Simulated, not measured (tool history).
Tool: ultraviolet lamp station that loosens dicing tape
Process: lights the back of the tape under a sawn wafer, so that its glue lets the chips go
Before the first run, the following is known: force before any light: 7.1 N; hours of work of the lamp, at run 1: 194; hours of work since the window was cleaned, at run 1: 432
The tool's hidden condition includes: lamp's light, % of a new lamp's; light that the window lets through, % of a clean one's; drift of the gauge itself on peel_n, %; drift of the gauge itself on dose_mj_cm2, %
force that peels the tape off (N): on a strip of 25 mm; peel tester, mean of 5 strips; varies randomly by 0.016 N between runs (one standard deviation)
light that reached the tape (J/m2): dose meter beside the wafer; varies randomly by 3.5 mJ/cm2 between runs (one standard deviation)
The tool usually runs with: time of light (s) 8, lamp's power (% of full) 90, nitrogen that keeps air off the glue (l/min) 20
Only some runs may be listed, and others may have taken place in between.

run  hour  time of light (s)  lamp's power (% of full)  nitrogen that keeps air off the glue (l/min)  hours of work of the lamp  hours of work since the window was cleaned  force that peels the tape off (N)  light that reached the tape (J/m2)
  1   0.0                  8                        90                                            20                        194                                         432                              1.002                                4980
  2   5.0                  8                        86                                            20                        198                                         435                              1.055                                4780
  3  13.7                  8                        86                                            20                        203                                         440                              1.084                                4720
  4  20.2                  8                        86                                            20                        207                                         444                              1.139                                4730
  5  28.8                  8                        86                                            20                        212                                         449                              1.122                                4650
  6  37.3                  8                        86                                            20                        218                                         455                              1.118                                4690
  7  45.9                  8                        86                                            20                        223                                         460                              1.132                                4700
  8  52.7                 10                        64                                            12                        227                                         464                              1.435                                4300
  9  58.9                 10                        64                                            39                        231                                         468                              1.092                                4380

Forecast run 10:
 10  64.1                  8                        77                                            20                        234                                         471                                  ?                                   ?

Run 10 measured force that peels the tape off (N) 1.317, light that reached the tape (J/m2) 4180.
On a tool with no hidden condition, and with the same random variation, this run would have come out at force that peels the tape off (N) 0.982, light that reached the tape (J/m2) 5010.
